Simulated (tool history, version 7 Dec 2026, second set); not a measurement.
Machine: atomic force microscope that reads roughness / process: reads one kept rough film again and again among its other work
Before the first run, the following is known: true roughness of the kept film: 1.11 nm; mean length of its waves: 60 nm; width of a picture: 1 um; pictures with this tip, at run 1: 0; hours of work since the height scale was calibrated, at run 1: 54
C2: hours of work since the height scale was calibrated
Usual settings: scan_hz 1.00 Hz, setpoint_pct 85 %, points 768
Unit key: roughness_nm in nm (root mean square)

{"run": 1, "hour": 0.0, "scan_hz": 1.0, "setpoint_pct": 85, "points": 768, "pictures with this tip": 0, "C2": 54, "roughness_nm": 1.031}
{"run": 2, "hour": 19.7, "scan_hz": 1.0, "setpoint_pct": 89, "points": 768, "pictures with this tip": 21, "C2": 62, "roughness_nm": 1.015}
{"run": 3, "hour": 36.2, "scan_hz": 1.0, "setpoint_pct": 89, "points": 768, "pictures with this tip": 39, "C2": 68, "roughness_nm": 1.016}
{"run": 4, "hour": 58.7, "scan_hz": 1.0, "setpoint_pct": 73, "points": 768, "pictures with this tip": 62, "C2": 77, "roughness_nm": 1.06}
{"run": 5, "hour": 79.7, "scan_hz": 1.0, "setpoint_pct": 73, "points": 768, "pictures with this tip": 84, "C2": 86, "roughness_nm": 1.061}
{"run": 6, "hour": 90.3, "scan_hz": 1.0, "setpoint_pct": 73, "points": 768, "pictures with this tip": 96, "C2": 90, "roughness_nm": 1.057}
{"run": 7, "hour": 104.7, "scan_hz": 1.0, "setpoint_pct": 73, "points": 768, "pictures with this tip": 111, "C2": 96, "roughness_nm": 1.064}
{"run": 8, "hour": 123.0, "scan_hz": 1.0, "setpoint_pct": 73, "points": 768, "pictures with this tip": 130, "C2": 103, "roughness_nm": 1.062}
{"run": 9, "hour": 145.0, "scan_hz": 1.0, "setpoint_pct": 70, "points": 768, "pictures with this tip": 153, "C2": 112, "roughness_nm": 1.058}
{"run": 10, "hour": 163.4, "scan_hz": 3.0, "setpoint_pct": 70, "points": 768, "pictures with this tip": 173, "C2": 120, "roughness_nm": 0.998}
{"run": 11, "hour": 183.5, "scan_hz": 1.0, "setpoint_pct": 66, "points": 768, "pictures with this tip": 194, "C2": 128, "roughness_nm": 1.079}
{"run": 12, "hour": 200.3, "scan_hz": 1.0, "setpoint_pct": 85, "points": 768, "pictures with this tip": 212, "C2": 134, "roughness_nm": 1.028}
{"run": 13, "hour": 222.1, "scan_hz": 1.0, "setpoint_pct": 85, "points": 768, "pictures with this tip": 235, "C2": 143, "roughness_nm": 1.027}
{"run": 14, "hour": 237.1, "scan_hz": 1.0, "setpoint_pct": 85, "points": 768, "pictures with this tip": 250, "C2": 149, "roughness_nm": 1.026}
{"run": 15, "hour": 254.0, "scan_hz": 1.0, "setpoint_pct": 85, "points": 582, "pictures with this tip": 268, "C2": 156, "roughness_nm": 1.026}
{"run": 16, "hour": 265.6, "scan_hz": 1.0, "setpoint_pct": 85, "points": 582, "pictures with this tip": 280, "C2": 161, "roughness_nm": 1.026}
{"run": 17, "hour": 286.8, "scan_hz": 1.0, "setpoint_pct": 85, "points": 582, "pictures with this tip": 303, "C2": 169, "roughness_nm": 1.029}
{"run": 18, "hour": 307.7, "scan_hz": 1.0, "setpoint_pct": 85, "points": 582, "pictures with this tip": 325, "C2": 178, "roughness_nm": 1.027}
{"hour": 309.9, "done": "new tip fitted"}
{"run": 19, "hour": 327.0, "scan_hz": 1.37, "setpoint_pct": 85, "points": 735, "pictures with this tip": 18, "C2": 185, "roughness_nm": 1.003}
{"run": 20, "hour": 337.9, "scan_hz": 1.37, "setpoint_pct": 65, "points": 342, "pictures with this tip": 29, "C2": 190, "roughness_nm": 1.066}
{"run": 21, "hour": 353.3, "scan_hz": 1.37, "setpoint_pct": 65, "points": 342, "pictures with this tip": 45, "C2": 196, "roughness_nm": 1.066}
{"run": 22, "hour": 365.4, "scan_hz": 0.78, "setpoint_pct": 86, "points": 554, "pictures with this tip": 58, "C2": 201, "roughness_nm": 1.044}
{"run": 23, "hour": 381.7, "scan_hz": 1.0, "setpoint_pct": 66, "points": 574, "pictures with this tip": 75, "C2": 207, "roughness_nm": 1.077}
{"run": 24, "hour": 394.6, "scan_hz": 1.0, "setpoint_pct": 66, "points": 574, "pictures with this tip": 89, "C2": 212, "roughness_nm": 1.069}
{"run": 25, "hour": 415.7, "scan_hz": 1.0, "setpoint_pct": 73, "points": 672, "pictures with this tip": 111, "C2": 221, "roughness_nm": 1.062}
{"run": 26, "hour": 429.6, "scan_hz": 1.0, "setpoint_pct": 60, "points": 672, "pictures with this tip": 126, "C2": 226, "roughness_nm": 1.088}
{"run": 27, "hour": 443.6, "scan_hz": 1.0, "setpoint_pct": 60, "points": 672, "pictures with this tip": 140, "C2": 232, "roughness_nm": 1.083}
{"run": 28, "hour": 456.8, "scan_hz": 1.0, "setpoint_pct": 60, "points": 672, "pictures with this tip": 154, "C2": 237, "roughness_nm": 1.086}
{"run": 29, "hour": 471.5, "scan_hz": 2.6, "setpoint_pct": 70, "points": 672, "pictures with this tip": 170, "C2": 243, "roughness_nm": 1.018}

Branching from run 29: 3 alternative next runs. What would each branch give?
{"run": "A", "hour": 481.2, "scan_hz": 1.0, "setpoint_pct": 76, "points": 768, "pictures with this tip": 180, "C2": 247, "roughness_nm": "?"}
{"run": "B", "hour": 481.2, "scan_hz": 2.63, "setpoint_pct": 57, "points": 328, "pictures with this tip": 180, "C2": 247, "roughness_nm": "?"}
{"run": "C", "hour": 481.2, "scan_hz": 1.59, "setpoint_pct": 70, "points": 672, "pictures with this tip": 180, "C2": 247, "roughness_nm": "?"}

run=A roughness_nm=1.049
run=B roughness_nm=1.058
run=C roughness_nm=1.049
Stripped of hidden state, with their random variation kept, the same runs would have yielded:
run=A roughness_nm=1.049
run=B roughness_nm=1.058
run=C roughness_nm=1.049

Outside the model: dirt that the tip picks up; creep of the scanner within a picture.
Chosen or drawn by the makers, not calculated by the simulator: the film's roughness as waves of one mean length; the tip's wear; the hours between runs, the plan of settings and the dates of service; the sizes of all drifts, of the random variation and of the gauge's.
